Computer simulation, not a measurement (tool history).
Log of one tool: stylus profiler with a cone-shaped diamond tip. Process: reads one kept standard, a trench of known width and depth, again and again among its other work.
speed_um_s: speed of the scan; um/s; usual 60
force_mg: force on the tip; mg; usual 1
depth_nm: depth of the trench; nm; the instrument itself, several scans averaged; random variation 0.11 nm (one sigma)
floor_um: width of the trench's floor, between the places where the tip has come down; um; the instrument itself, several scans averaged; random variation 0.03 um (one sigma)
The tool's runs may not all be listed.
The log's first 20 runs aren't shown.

run 21 hour=902.7 | speed_um_s=64 force_mg=0.62 | depth_nm=202.77 floor_um=46.9
run 22 hour=928.7 | speed_um_s=64 force_mg=0.62 | depth_nm=202.74 floor_um=46.92
run 23 hour=967 | speed_um_s=64 force_mg=0.62 | depth_nm=202.65 floor_um=46.82
-- hour=971.6 new tip fitted, height scale calibrated
run 24 hour=1009.4 | speed_um_s=64 force_mg=0.62 | depth_nm=200.73 floor_um=47.42
-- hour=1060.9 height scale calibrated on a step standard, once more
run 25 hour=1067.6 | speed_um_s=20 force_mg=0.59 | depth_nm=200.81 floor_um=47.81
run 26 hour=1100.3 | speed_um_s=27 force_mg=2.01 | depth_nm=201.97 floor_um=47.87
run 27 hour=1135 | speed_um_s=38 force_mg=0.48 | depth_nm=200.81 floor_um=47.59
run 28 hour=1181.3 | speed_um_s=31 force_mg=0.39 | depth_nm=200.71 floor_um=47.57
run 29 hour=1209.2 | speed_um_s=205 force_mg=0.39 | depth_nm=200.65 floor_um=45.49
run 30 hour=1247.1 | speed_um_s=25 force_mg=0.34 | depth_nm=200.53 floor_um=47.63
run 31 hour=1293 | speed_um_s=25 force_mg=0.34 | depth_nm=200.69 floor_um=47.64
run 32 hour=1320.8 | speed_um_s=90 force_mg=1.14 | depth_nm=201.38 floor_um=47.33
run 33 hour=1352.2 | speed_um_s=116 force_mg=0.58 | depth_nm=200.83 floor_um=46.75
run 34 hour=1395.3 | speed_um_s=48 force_mg=1.7 | depth_nm=201.91 floor_um=47.62
run 35 hour=1428.8 | speed_um_s=200 force_mg=1.11 | depth_nm=201.25 floor_um=46.52
run 36 hour=1468.3 | speed_um_s=17 force_mg=1.11 | depth_nm=201.38 floor_um=47.81
run 37 hour=1496.2 | speed_um_s=59 force_mg=0.41 | depth_nm=200.88 floor_um=47.18
run 38 hour=1544.7 | speed_um_s=40 force_mg=1 | depth_nm=201.29 floor_um=47.59
run 39 hour=1593.5 | speed_um_s=138 force_mg=2.44 | depth_nm=202.47 floor_um=47.22
run 40 hour=1639.7 | speed_um_s=138 force_mg=2.44 | depth_nm=202.39 floor_um=47.21
run 41 hour=1697 | speed_um_s=138 force_mg=0.97 | depth_nm=201.48 floor_um=46.75
run 42 hour=1733.3 | speed_um_s=138 force_mg=0.97 | depth_nm=201.58 floor_um=46.81
run 43 hour=1794.4 | speed_um_s=141 force_mg=0.66 | depth_nm=201.28 floor_um=46.51

The next listed run, before its measurement:
run 44 hour=1845.2 | speed_um_s=141 force_mg=0.66 | depth_nm=? floor_um=?

{"run 44": {"depth_nm": 201.46, "floor_um": 46.45}}
Without the tool's hidden state the same run would have given depth_nm 200.98 nm, floor_um 46.68 um.
